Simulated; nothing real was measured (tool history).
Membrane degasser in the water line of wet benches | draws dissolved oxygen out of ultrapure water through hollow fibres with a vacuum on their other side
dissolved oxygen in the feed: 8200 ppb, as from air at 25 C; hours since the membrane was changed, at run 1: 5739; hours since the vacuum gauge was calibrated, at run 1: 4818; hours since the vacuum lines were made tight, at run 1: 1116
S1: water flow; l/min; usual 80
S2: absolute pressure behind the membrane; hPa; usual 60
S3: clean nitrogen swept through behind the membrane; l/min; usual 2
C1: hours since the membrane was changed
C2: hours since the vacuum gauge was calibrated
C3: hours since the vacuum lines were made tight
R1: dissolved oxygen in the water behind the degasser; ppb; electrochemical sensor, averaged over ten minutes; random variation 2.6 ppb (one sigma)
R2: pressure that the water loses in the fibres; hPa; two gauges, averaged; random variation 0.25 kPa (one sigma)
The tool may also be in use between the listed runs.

run    hour   S1    S2    S3    C1    C2    C3     R1      R2
  1       0   80    60     2  5739  4818  1116  314.6   689.5
  2   143.9   80    60     2  5883  4961  1260  313.7   692.4
  3   258.9   80    60     2  5998  5077  1375  311.6   689.9
  4   394.6   80    60     2  6134  5212  1511  312.4     696
  5   533.7   80    60  4.32  6273  5351  1650  211.4   693.5
  6   735.7  107    60     2  6475  5553  1852  510.7   930.3
  7   851.4  107    60     2  6590  5669  1968  504.6   926.4
  8  1009.4  107    60  2.29  6748  5827  2126  472.1     939
  9    1097  125    60  2.29  6836  5915  2213  601.7  1082.4
 10  1304.4  125    60  2.29  7043  6122  2421  607.1    1091
 11  1444.6  125    60  2.29  7184  6262  2561  612.8  1090.6
     1553.5  -- vacuum gauge calibrated
 12  1648.2  125    60  2.29  7387    95  2764  586.3  1095.4
 13    1785   60  41.5  0.92  7524   232  2901  137.8   527.8
 14  1883.8   66  85.6  0.96  7622   330  3000  654.9   579.5
 15  2055.3   59  64.4  1.32  7794   502  3171  302.5   520.8
 16  2212.3   59  64.4  1.32  7951   659  3328  309.1   520.6
 17  2356.6   59  64.4  1.32  8095   803  3472  302.5   517.7
 18  2539.1   59  64.4  1.32  8278   986  3655  306.5     520
 19    2661   80  46.6     2  8400  1108  3777  209.4   708.3

Forecast run 20:
 20  2864.5  80  64.5   2  8603  1311  3980   ?   ?

R1: 350.8 ppb
R2: 709 hPa
Without the tool's hidden state the same run would have given R1 321.1 ppb, R2 657.6 hPa.

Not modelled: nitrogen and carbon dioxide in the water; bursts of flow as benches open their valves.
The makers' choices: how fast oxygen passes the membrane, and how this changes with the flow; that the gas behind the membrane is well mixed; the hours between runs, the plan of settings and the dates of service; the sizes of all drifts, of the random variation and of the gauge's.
